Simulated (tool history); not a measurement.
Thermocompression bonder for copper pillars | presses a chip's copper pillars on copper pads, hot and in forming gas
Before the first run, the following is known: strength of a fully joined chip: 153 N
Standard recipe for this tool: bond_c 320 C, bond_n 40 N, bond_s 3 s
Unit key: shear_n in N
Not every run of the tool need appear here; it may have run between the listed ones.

Run 1, day 0.000: usual settings. Result: shear_n 80.9 N.
Run 2, day 0.283: usual settings. Result: shear_n 80.5 N.
Run 3, day 0.542: usual settings. Result: shear_n 80.9 N.
At day 1.054: forming gas filter changed.
Run 4, day 1.054: usual settings. Result: shear_n 82.9 N.
Run 5, day 1.279: usual settings. Result: shear_n 83.6 N.
Run 6, day 1.629: usual settings. Result: shear_n 83.1 N.
Run 7, day 1.954: usual settings. Result: shear_n 82.8 N.
Run 8, day 2.433: usual settings but bond_s 9 s. Result: shear_n 113.4 N.
Run 9, day 2.671: usual settings. Result: shear_n 82.4 N.
Run 10, day 3.117: usual settings but bond_c 295 C, bond_n 42 N. Result: shear_n 65.4 N.
Run 11, day 3.462: usual settings but bond_c 316 C, bond_n 42 N, bond_s 2 s. Result: shear_n 70.7 N.
Run 12, day 3.812: usual settings but bond_c 299 C, bond_n 36 N. Result: shear_n 63.9 N.
Run 13, day 4.146: usual settings but bond_c 328 C, bond_n 41 N, bond_s 5 s. Result: shear_n 104.4 N.
Run 14, day 4.496: usual settings but bond_c 328 C, bond_n 41 N, bond_s 5 s. Result: shear_n 104.0 N.
Run 15, day 4.971: usual settings but bond_c 313 C, bond_n 59 N, bond_s 7 s. Result: shear_n 114.0 N.
Run 16, day 5.262: usual settings but bond_c 295 C, bond_n 41 N. Result: shear_n 64.3 N.
Run 17, day 5.700: usual settings but bond_c 338 C, bond_n 41 N, bond_s 2 s. Result: shear_n 86.0 N.

Here are 3 independent what-if runs from the current tool condition. What would each one return?
Run A, day 6.050: usual settings but bond_c 341 C, bond_n 51 N, bond_s 6 s. Result: shear_n ?.
Run B, day 6.050: usual settings but bond_c 343 C, bond_n 33 N. Result: shear_n ?.
Run C, day 6.050: usual settings but bond_c 305 C, bond_n 50 N, bond_s 5 s. Result: shear_n ?.

run  shear_n
  A    123.1
  B     92.5
  C     92.3
Take away the tool's hidden state, keep each run's random variation, and the runs would have read:
run  shear_n
  A    121.4
  B     90.1
  C     89.4

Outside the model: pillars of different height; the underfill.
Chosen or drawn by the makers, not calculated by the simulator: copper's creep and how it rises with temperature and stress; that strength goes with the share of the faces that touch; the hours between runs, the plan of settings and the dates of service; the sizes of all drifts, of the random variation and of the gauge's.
